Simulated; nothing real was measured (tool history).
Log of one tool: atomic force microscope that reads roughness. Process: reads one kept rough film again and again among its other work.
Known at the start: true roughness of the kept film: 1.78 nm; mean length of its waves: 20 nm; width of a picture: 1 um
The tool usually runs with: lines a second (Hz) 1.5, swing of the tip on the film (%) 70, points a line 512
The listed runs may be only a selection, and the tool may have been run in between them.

run	day	lines a second (Hz)	swing of the tip on the film (%)	points a line	roughness of the kept film (nm (root mean square))
1	0	1.5	70	512	1.378
# day 0.608: new tip fitted
2	1.854	1.5	70	512	1.382
# day 2.4: new tip fitted
3	4.025	1.5	70	512	1.359
# day 4.25: new tip fitted
4	5.642	1.5	70	512	1.367
# day 6.196: new tip fitted
5	6.642	1.5	57	512	1.527
# day 8.117: new tip fitted
6	8.842	1.5	57	512	1.493
# day 9.921: new tip fitted
7	10.288	1.5	57	512	1.51
# day 11.783: new tip fitted
8	12.483	1.5	57	512	1.494
# day 13.571: new tip fitted
9	13.729	1.5	70	512	1.447
# day 15.471: new tip fitted
10	15.679	1.5	70	512	1.461
# day 17.388: new tip fitted
11	18.017	1.5	84	512	1.277
# day 19.271: new tip fitted
12	19.396	1.5	84	512	1.325
# day 21.233: new tip fitted
13	21.35	1.5	84	512	1.339
# day 23.096: new tip fitted
14	23.096	1.5	84	512	1.333
15	24.442	1.5	70	512	1.37
# day 25.058: new tip fitted
# day 26.846: new tip fitted
16	26.846	1.5	70	512	1.478
17	28.079	0.7	70	512	1.463
# day 28.825: new tip fitted
18	30.296	0.7	70	512	1.44
# day 30.654: new tip fitted
19	31.588	0.7	70	512	1.486
# day 32.504: new tip fitted
20	32.958	0.7	70	512	1.521
21	34.033	1.5	65	895	1.414
# day 34.342: new tip fitted
22	35.546	0.82	56	888	1.504
# day 36.183: new tip fitted
23	37.017	1.09	70	924	1.469
# day 38.033: new tip fitted
24	39.121	1.09	87	508	1.303
# day 39.95: new tip fitted
25	40.362	3.06	87	958	1.068
# day 41.758: new tip fitted
26	42.779	3.06	87	958	1.042
# day 43.617: new tip fitted
27	45.112	1.17	74	512	1.389
# day 45.471: new tip fitted
28	46.521	1.17	74	512	1.416
# day 47.433: new tip fitted
29	48.354	1.17	74	639	1.397
# day 49.283: new tip fitted
30	49.642	2.76	89	639	1.081
# day 51.179: new tip fitted
31	51.717	2.76	89	639	1.054
32	52.829	1.5	81	920	1.27

Below are 3 alternative next runs, each starting from the tool's condition after run 32. Predict each:
# day 53.021: new tip fitted
A	54.25	1.5	86	920	?
# day 53.021: new tip fitted
B	54.25	1.5	81	713	?
# day 53.021: new tip fitted
C	54.25	2.21	81	920	?

run	roughness of the kept film (nm (root mean square))
A	1.251
B	1.304
C	1.217
Had the tool no hidden state, the same runs would have come out as:
run	roughness of the kept film (nm (root mean square))
A	1.326
B	1.383
C	1.29
